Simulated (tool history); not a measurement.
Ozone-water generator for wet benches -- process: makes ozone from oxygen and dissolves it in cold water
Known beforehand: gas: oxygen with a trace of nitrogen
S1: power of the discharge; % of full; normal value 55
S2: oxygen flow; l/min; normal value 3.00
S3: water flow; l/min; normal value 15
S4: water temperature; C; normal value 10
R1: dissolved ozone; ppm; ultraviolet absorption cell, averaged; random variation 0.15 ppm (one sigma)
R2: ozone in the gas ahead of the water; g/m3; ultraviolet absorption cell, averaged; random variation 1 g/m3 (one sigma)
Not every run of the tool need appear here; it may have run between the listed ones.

{"run": 1, "hour": 0.0, "S1": 55, "S2": 3.0, "S3": 15, "S4": 10, "R1": 17.4, "R2": 175.6}
{"run": 2, "hour": 222.7, "S1": 55, "S2": 3.0, "S3": 12, "S4": 10, "R1": 21.1, "R2": 176.6}
{"run": 3, "hour": 365.1, "S1": 55, "S2": 4.2, "S3": 12, "S4": 10, "R1": 20.3, "R2": 141.2}
{"run": 4, "hour": 509.8, "S1": 55, "S2": 3.0, "S3": 13, "S4": 10, "R1": 19.7, "R2": 177.3}
{"run": 5, "hour": 637.1, "S1": 55, "S2": 3.0, "S3": 13, "S4": 10, "R1": 19.5, "R2": 175.5}
{"run": 6, "hour": 783.0, "S1": 55, "S2": 3.0, "S3": 15, "S4": 10, "R1": 17.0, "R2": 172.5}
{"run": 7, "hour": 993.2, "S1": 55, "S2": 3.0, "S3": 15, "S4": 10, "R1": 17.3, "R2": 175.1}
{"run": 8, "hour": 1117.8, "S1": 55, "S2": 3.0, "S3": 15, "S4": 10, "R1": 17.1, "R2": 175.0}
{"run": 9, "hour": 1213.4, "S1": 55, "S2": 3.0, "S3": 15, "S4": 10, "R1": 17.1, "R2": 174.7}
{"run": 10, "hour": 1373.1, "S1": 55, "S2": 3.0, "S3": 15, "S4": 10, "R1": 17.1, "R2": 174.7}
{"run": 11, "hour": 1491.5, "S1": 55, "S2": 3.0, "S3": 15, "S4": 10, "R1": 17.2, "R2": 172.5}
{"run": 12, "hour": 1641.1, "S1": 55, "S2": 3.0, "S3": 21, "S4": 10, "R1": 12.7, "R2": 174.0}
{"run": 13, "hour": 1773.2, "S1": 55, "S2": 3.0, "S3": 21, "S4": 10, "R1": 12.5, "R2": 171.6}
{"run": 14, "hour": 1999.0, "S1": 55, "S2": 4.28, "S3": 21, "S4": 10, "R1": 12.5, "R2": 136.1}
{"run": 15, "hour": 2188.7, "S1": 55, "S2": 4.28, "S3": 21, "S4": 10, "R1": 12.7, "R2": 135.5}
{"run": 16, "hour": 2407.8, "S1": 55, "S2": 4.28, "S3": 21, "S4": 10, "R1": 12.8, "R2": 135.9}
{"run": 17, "hour": 2581.8, "S1": 55, "S2": 3.0, "S3": 15, "S4": 11, "R1": 16.6, "R2": 171.1}
{"run": 18, "hour": 2768.7, "S1": 55, "S2": 4.82, "S3": 11, "S4": 15, "R1": 18.4, "R2": 124.8}
{"run": 19, "hour": 2958.8, "S1": 55, "S2": 4.82, "S3": 11, "S4": 15, "R1": 18.6, "R2": 124.2}
{"run": 20, "hour": 3126.0, "S1": 41, "S2": 4.77, "S3": 21, "S4": 17, "R1": 8.9, "R2": 97.6}
{"run": 21, "hour": 3282.2, "S1": 92, "S2": 4.77, "S3": 21, "S4": 17, "R1": 17.1, "R2": 186.9}
{"run": 22, "hour": 3454.0, "S1": 78, "S2": 2.73, "S3": 15, "S4": 15, "R1": 20.6, "R2": 235.5}
{"run": 23, "hour": 3612.7, "S1": 78, "S2": 2.73, "S3": 15, "S4": 15, "R1": 20.5, "R2": 238.0}
{"run": 24, "hour": 3711.1, "S1": 78, "S2": 2.86, "S3": 19, "S4": 11, "R1": 17.3, "R2": 229.5}
{"run": 25, "hour": 3822.9, "S1": 84, "S2": 2.76, "S3": 13, "S4": 10, "R1": 25.5, "R2": 246.1}
{"run": 26, "hour": 3919.6, "S1": 60, "S2": 3.56, "S3": 15, "S4": 18, "R1": 15.9, "R2": 159.7}
{"run": 27, "hour": 4143.7, "S1": 55, "S2": 1.92, "S3": 12, "S4": 7, "R1": 20.1, "R2": 223.1}
{"run": 28, "hour": 4308.1, "S1": 75, "S2": 1.66, "S3": 9, "S4": 10, "R1": 31.4, "R2": 312.5}
{"run": 29, "hour": 4523.8, "S1": 58, "S2": 3.58, "S3": 13, "S4": 10, "R1": 18.5, "R2": 152.2}
{"run": 30, "hour": 4689.5, "S1": 87, "S2": 3.58, "S3": 13, "S4": 10, "R1": 25.6, "R2": 211.0}
{"run": 31, "hour": 4872.2, "S1": 57, "S2": 2.32, "S3": 11, "S4": 6, "R1": 22.4, "R2": 200.4}
{"run": 32, "hour": 5026.5, "S1": 57, "S2": 2.32, "S3": 11, "S4": 6, "R1": 22.0, "R2": 200.6}
{"run": 33, "hour": 5122.6, "S1": 60, "S2": 3.0, "S3": 15, "S4": 10, "R1": 16.9, "R2": 174.4}

Not shown: 2 entries that the log had between the listed runs. Between which runs, and how does the tool's hidden state differ before and after?
Runs 12 to 13: water thermometer calibrated (hour 1659.5)
  yield of the discharge, % of new electrodes': 97.3 -> 97.1; contactor's efficiency, % of a clean one's: 93.6 -> 93.5; true water temperature over the reading, C: 0 -> 0.01
  the result without the hidden state subtracted from the measured one, R1: -0.7 -> -0.8 ppm; R2: -3.9 -> -4.1 g/m3
Runs 15 to 16: water thermometer calibrated, once more (hour 2255.6)
  yield of the discharge, % of new electrodes': 96.4 -> 96; contactor's efficiency, % of a clean one's: 93 -> 92.8; true water temperature over the reading, C: 0.02 -> 0.04
  the result without the hidden state subtracted from the measured one, R1: -0.9 -> -0.9 ppm; R2: -4.0 -> -4.5 g/m3
